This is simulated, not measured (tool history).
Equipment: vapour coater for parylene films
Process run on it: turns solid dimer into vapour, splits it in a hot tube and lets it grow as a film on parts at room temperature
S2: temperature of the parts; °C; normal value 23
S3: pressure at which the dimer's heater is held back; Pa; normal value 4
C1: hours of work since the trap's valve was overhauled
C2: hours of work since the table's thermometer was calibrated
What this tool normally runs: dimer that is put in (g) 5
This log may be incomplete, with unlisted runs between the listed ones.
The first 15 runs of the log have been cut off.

run 16 hour=566.8 | dimer_that_is_put_in_(g)=5 S2=23 S3=4 | C1=308 C2=347 | thickness_of_the_film_(nm)=995
run 17 hour=603.6 | dimer_that_is_put_in_(g)=5 S2=23 S3=4 | C1=336 C2=374 | thickness_of_the_film_(nm)=996
run 18 hour=653.5 | dimer_that_is_put_in_(g)=5 S2=23 S3=4 | C1=373 C2=412 | thickness_of_the_film_(nm)=985
run 19 hour=703.3 | dimer_that_is_put_in_(g)=5 S2=23 S3=4 | C1=411 C2=449 | thickness_of_the_film_(nm)=963
run 20 hour=754.7 | dimer_that_is_put_in_(g)=5 S2=23 S3=4 | C1=449 C2=488 | thickness_of_the_film_(nm)=961
run 21 hour=801.4 | dimer_that_is_put_in_(g)=5 S2=23 S3=7.15 | C1=484 C2=523 | thickness_of_the_film_(nm)=848
run 22 hour=827.4 | dimer_that_is_put_in_(g)=5 S2=22 S3=4 | C1=504 C2=542 | thickness_of_the_film_(nm)=973
-- hour=871.4 trap's valve overhauled
run 23 hour=874.9 | dimer_that_is_put_in_(g)=7 S2=30 S3=4 | C1=3 C2=575 | thickness_of_the_film_(nm)=1303
run 24 hour=921.7 | dimer_that_is_put_in_(g)=3 S2=30 S3=3.93 | C1=38 C2=610 | thickness_of_the_film_(nm)=555
run 25 hour=955.5 | dimer_that_is_put_in_(g)=5 S2=28 S3=4 | C1=63 C2=635 | thickness_of_the_film_(nm)=961
run 26 hour=1002.5 | dimer_that_is_put_in_(g)=8 S2=19 S3=2.25 | C1=98 C2=670 | thickness_of_the_film_(nm)=2070
run 27 hour=1054.8 | dimer_that_is_put_in_(g)=4 S2=23 S3=2.86 | C1=137 C2=709 | thickness_of_the_film_(nm)=900
run 28 hour=1101.5 | dimer_that_is_put_in_(g)=4 S2=23 S3=2.86 | C1=172 C2=744 | thickness_of_the_film_(nm)=885
run 29 hour=1137.9 | dimer_that_is_put_in_(g)=4 S2=21 S3=3.35 | C1=200 C2=772 | thickness_of_the_film_(nm)=906
run 30 hour=1190.3 | dimer_that_is_put_in_(g)=7 S2=23 S3=2.17 | C1=239 C2=811 | thickness_of_the_film_(nm)=1620
run 31 hour=1217.9 | dimer_that_is_put_in_(g)=2 S2=22 S3=5.39 | C1=260 C2=832 | thickness_of_the_film_(nm)=392
run 32 hour=1270.4 | dimer_that_is_put_in_(g)=2 S2=22 S3=5.39 | C1=299 C2=871 | thickness_of_the_film_(nm)=378

What does the tool deliver on the next run?
run 33 hour=1308.7 | dimer_that_is_put_in_(g)=2 S2=22 S3=5.39 | C1=328 C2=900 | thickness_of_the_film_(nm)=?

thickness of the film (nm): 377
The same run, on a tool lacking any hidden state, would have yielded thickness of the film (nm) 410.
